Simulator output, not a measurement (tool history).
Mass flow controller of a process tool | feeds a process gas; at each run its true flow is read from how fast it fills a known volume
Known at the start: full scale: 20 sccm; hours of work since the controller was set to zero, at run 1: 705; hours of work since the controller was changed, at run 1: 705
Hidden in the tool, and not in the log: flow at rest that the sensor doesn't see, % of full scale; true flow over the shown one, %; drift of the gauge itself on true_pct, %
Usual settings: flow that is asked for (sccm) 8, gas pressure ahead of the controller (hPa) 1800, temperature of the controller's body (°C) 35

run    hour  flow that is asked for (sccm)  gas pressure ahead of the controller (hPa)  temperature of the controller's body (°C)  hours of work since the controller was set to zero  hours of work since the controller was changed  true flow (%)
  1       0                              8                                        1800                                         35                                                 705                                             705          99.21
  2   117.3                              8                                        1800                                         35                                                 762                                             762          99.05
  3   297.5                              8                                        1800                                         35                                                 850                                             850          99.14
  4     440                              8                                        1880                                         35                                                 919                                             919          99.21
  5   629.8                              8                                        1880                                         35                                                1012                                            1012          99.31
  6   726.6                              8                                        1880                                         35                                                1060                                            1060           99.3
  7   940.9                              8                                        1800                                         35                                                1164                                            1164          99.47
  8    1112                              8                                        2240                                         35                                                1248                                            1248          99.26
  9  1319.2                              8                                        1800                                         25                                                1349                                            1349         100.06
 10  1505.1                              8                                        1800                                         25                                                1440                                            1440         100.13
 11  1608.5                              8                                        1800                                         32                                                1490                                            1490          99.77
 12  1782.4                              8                                        1800                                         32                                                1575                                            1575          99.76
 13    1958                              8                                        1800                                         32                                                1661                                            1661          99.77
 14  2082.9                              8                                        1800                                         32                                                1722                                            1722          99.85
 15  2275.2                              8                                        1800                                         32                                                1816                                            1816          99.76
 16    2411                              8                                        1800                                         32                                                1882                                            1882           99.8
 17  2596.5                              8                                        1800                                         32                                                1973                                            1973         100.01
 18  2695.9                              3                                        1800                                         30                                                2021                                            2021          101.9
 19  2796.9                              9                                        2430                                         30                                                2071                                            2071          99.68
 20  2936.3                              8                                        1800                                         22                                                2139                                            2139         100.86
 21  3119.4                              5                                        1800                                         35                                                2228                                            2228         100.39
 22  3216.9                             11                                        2640                                         34                                                2276                                            2276          99.11
 23  3381.6                              3                                        1790                                         22                                                2356                                            2356         102.97
 24  3540.6                              7                                        1790                                         21                                                2434                                            2434         101.07
 25  3673.4                              7                                        1790                                         21                                                2499                                            2499         101.07
 26  3837.9                              3                                        1570                                         29                                                2579                                            2579         102.95
 27  4002.6                              3                                        1570                                         29                                                2660                                            2660         102.82
 28  4223.8                              5                                        1570                                         29                                                2768                                            2768         101.38
 29  4339.5                             10                                        2520                                         35                                                2824                                            2824          99.37
 30  4437.3                             16                                        1560                                         37                                                2872                                            2872          99.41
 31  4551.7                             16                                        1560                                         37                                                2928                                            2928          99.51
 32  4678.1                              8                                        1800                                         35                                                2990                                            2990         100.14
 33  4907.5                              8                                        1800                                         35                                                3102                                            3102         100.25

Some steps in true flow (%) between neighbouring runs. How much of each would the tool show without its hidden state too (settings, what came in, random variation), and how much is left for the hidden state, with any gauge scatter that isn't in both results?
Run 18 -> 19: flow that is asked for (sccm) 3 -> 9, gas pressure ahead of the controller (hPa) 1800 -> 2430. true flow (%) -2.22: hidden state -2.11, all else -0.11.
Run 22 -> 23: flow that is asked for (sccm) 11 -> 3, gas pressure ahead of the controller (hPa) 2640 -> 1790, temperature of the controller's body (°C) 34 -> 22. true flow (%) +3.86: hidden state +2.7, all else +1.16.
Run 25 -> 26: flow that is asked for (sccm) 7 -> 3, gas pressure ahead of the controller (hPa) 1790 -> 1570, temperature of the controller's body (°C) 21 -> 29. true flow (%) +1.88: hidden state +2.35, all else -0.47.
Run 28 -> 29: flow that is asked for (sccm) 5 -> 10, gas pressure ahead of the controller (hPa) 1570 -> 2520, temperature of the controller's body (°C) 29 -> 35. true flow (%) -2.01: hidden state -1.29, all else -0.72.
